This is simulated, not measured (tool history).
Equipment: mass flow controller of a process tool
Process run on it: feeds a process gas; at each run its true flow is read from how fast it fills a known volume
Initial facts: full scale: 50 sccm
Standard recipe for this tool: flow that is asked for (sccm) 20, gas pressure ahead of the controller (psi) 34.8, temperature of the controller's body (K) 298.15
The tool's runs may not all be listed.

run    hour  flow that is asked for (sccm)  gas pressure ahead of the controller (psi)  temperature of the controller's body (K)  true flow (%)
  1     0.0                             20                                        34.8                                    298.15         100.67
  2   154.4                             20                                        34.8                                    298.15         100.64
  3   365.1                             20                                        34.8                                    298.15         100.70
  4   509.3                             20                                        34.8                                    298.15         100.68
  5   755.2                              9                                        34.8                                    298.15          99.53
  6   984.2                              9                                        34.8                                    298.15          99.63
  7  1239.1                              6                                        34.8                                    306.15          99.49
  8  1367.9                             20                                        36.4                                    308.15         102.16

Expected results for the next run?
  9  1591.8                             20                                        36.4                                    308.15              ?

Run 9 measured true flow (%) 102.14.
Minus the tool's unlogged condition, the same run would have read true flow (%) 101.23.

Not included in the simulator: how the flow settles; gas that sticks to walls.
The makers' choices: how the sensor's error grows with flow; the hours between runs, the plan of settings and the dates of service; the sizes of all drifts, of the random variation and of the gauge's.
